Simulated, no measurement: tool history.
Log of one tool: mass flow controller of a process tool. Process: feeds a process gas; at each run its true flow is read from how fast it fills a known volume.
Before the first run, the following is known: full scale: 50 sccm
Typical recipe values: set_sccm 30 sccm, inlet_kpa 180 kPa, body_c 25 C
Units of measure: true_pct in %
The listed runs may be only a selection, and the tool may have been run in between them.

Run 1, hour 0.0: usual settings. Result: true_pct 98.98 %.
Run 2, hour 34.5: usual settings. Result: true_pct 98.93 %.
Run 3, hour 98.6: usual settings but body_c 33 C. Result: true_pct 98.23 %.
Run 4, hour 137.2: usual settings but set_sccm 15 sccm. Result: true_pct 98.02 %.
Run 5, hour 208.3: usual settings but set_sccm 15 sccm. Result: true_pct 98.01 %.
Run 6, hour 264.6: usual settings but body_c 24 C. Result: true_pct 99.00 %.
Run 7, hour 319.1: usual settings but body_c 24 C. Result: true_pct 99.10 %.
Run 8, hour 368.2: usual settings. Result: true_pct 98.95 %.
Run 9, hour 415.7: usual settings but set_sccm 45 sccm, inlet_kpa 141 kPa, body_c 32 C. Result: true_pct 99.08 %.
Run 10, hour 500.1: usual settings but set_sccm 45 sccm, inlet_kpa 141 kPa, body_c 32 C. Result: true_pct 99.02 %.
Run 11, hour 583.5: usual settings but set_sccm 19 sccm, inlet_kpa 218 kPa, body_c 39 C. Result: true_pct 96.36 %.
Run 12, hour 653.8: usual settings but set_sccm 6 sccm, inlet_kpa 171 kPa, body_c 36 C. Result: true_pct 95.72 %.
Run 13, hour 727.9: usual settings but set_sccm 6 sccm, inlet_kpa 240 kPa, body_c 23 C. Result: true_pct 96.87 %.
Run 14, hour 783.5: usual settings but set_sccm 11 sccm, inlet_kpa 171 kPa, body_c 34 C. Result: true_pct 96.71 %.
Run 15, hour 850.1: usual settings but set_sccm 10 sccm, inlet_kpa 231 kPa, body_c 29 C. Result: true_pct 96.75 %.

Here are 5 independent what-if runs from the current tool condition. What would each one return?
Run A, hour 905.8: usual settings but inlet_kpa 268 kPa, body_c 39 C. Result: true_pct ?.
Run B, hour 905.8: usual settings but set_sccm 6 sccm, body_c 26 C. Result: true_pct ?.
Run C, hour 905.8: usual settings but set_sccm 9 sccm, body_c 28 C. Result: true_pct ?.
Run D, hour 905.8: usual settings but set_sccm 18 sccm, inlet_kpa 217 kPa, body_c 29 C. Result: true_pct ?.
Run E, hour 905.8: usual settings but set_sccm 7 sccm, inlet_kpa 218 kPa, body_c 30 C. Result: true_pct ?.

run  true_pct
  A     96.55
  B     96.86
  C     96.91
  D     97.45
  E     96.30
Without the tool's unlogged condition, the same runs would have read:
run  true_pct
  A     96.91
  B     97.99
  C     97.72
  D     97.94
  E     97.29
